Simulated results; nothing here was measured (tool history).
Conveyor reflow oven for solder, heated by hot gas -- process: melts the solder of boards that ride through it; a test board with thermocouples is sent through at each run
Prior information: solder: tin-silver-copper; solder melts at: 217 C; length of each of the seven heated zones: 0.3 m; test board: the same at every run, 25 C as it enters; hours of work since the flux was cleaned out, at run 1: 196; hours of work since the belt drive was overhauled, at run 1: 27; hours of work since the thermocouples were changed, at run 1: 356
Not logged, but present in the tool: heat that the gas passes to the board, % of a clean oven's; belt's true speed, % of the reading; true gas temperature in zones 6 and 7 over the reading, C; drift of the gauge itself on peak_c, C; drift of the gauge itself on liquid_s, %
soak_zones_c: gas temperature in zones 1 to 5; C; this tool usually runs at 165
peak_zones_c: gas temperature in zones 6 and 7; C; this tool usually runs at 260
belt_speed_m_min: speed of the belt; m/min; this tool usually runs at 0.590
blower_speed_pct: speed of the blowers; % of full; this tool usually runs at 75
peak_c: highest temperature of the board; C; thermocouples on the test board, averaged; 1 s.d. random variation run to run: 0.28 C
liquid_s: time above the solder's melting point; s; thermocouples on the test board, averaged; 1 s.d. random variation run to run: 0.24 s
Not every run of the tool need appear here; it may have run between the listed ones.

run	hour	soak_zones_c	peak_zones_c	belt_speed_m_min	blower_speed_pct	hours of work since the flux was cleaned out	hours of work since the belt drive was overhauled	hours of work since the thermocouples were changed	peak_c	liquid_s
1	0.0	165	260	0.590	75	196	27	356	244.0	38.2
# hour 12.4: flux residue cleaned out of gas plates and filters
2	16.7	165	260	0.590	75	3	36	365	244.4	38.7
3	24.0	165	260	0.590	75	9	41	370	244.7	38.7
4	31.3	165	260	0.590	75	14	47	376	245.3	38.3
5	42.1	165	260	0.590	75	22	55	384	244.2	38.4
6	51.0	165	260	0.590	75	29	62	391	244.4	38.3
7	62.4	165	260	0.590	75	38	70	399	244.2	38.4
8	69.8	165	263	0.590	75	44	76	405	247.1	40.3
9	80.2	165	263	0.590	75	51	84	413	247.2	40.5
10	87.8	165	263	0.590	75	57	90	419	247.5	40.6
11	96.9	165	263	0.590	75	64	97	426	247.0	40.3
12	104.9	165	254	0.590	75	70	103	432	239.3	34.4
13	115.8	165	254	0.590	75	78	111	440	239.0	34.4
14	122.6	165	260	0.686	74	83	116	445	239.1	28.0
15	129.5	171	260	0.528	60	89	121	450	244.3	44.6
16	140.7	171	260	0.528	60	97	130	459	244.3	43.9
17	145.7	171	260	0.528	60	101	134	463	244.5	44.3
18	157.6	171	260	0.528	60	110	143	472	244.6	44.0
19	168.4	171	260	0.528	60	118	151	480	244.2	44.2

Below are 3 alternative next runs, each starting from the tool's condition after run 19. Predict each:
A	177.5	171	273	0.528	60	125	158	487	?	?
B	177.5	165	257	0.669	75	125	158	487	?	?
C	177.5	177	260	0.590	75	125	158	487	?	?

run	peak_c	liquid_s
A	255.8	52.3
B	238.1	27.5
C	246.2	43.3
Had the tool no hidden state, the same runs would have come out as:
run	peak_c	liquid_s
A	256.0	52.4
B	238.2	27.7
C	246.3	43.4

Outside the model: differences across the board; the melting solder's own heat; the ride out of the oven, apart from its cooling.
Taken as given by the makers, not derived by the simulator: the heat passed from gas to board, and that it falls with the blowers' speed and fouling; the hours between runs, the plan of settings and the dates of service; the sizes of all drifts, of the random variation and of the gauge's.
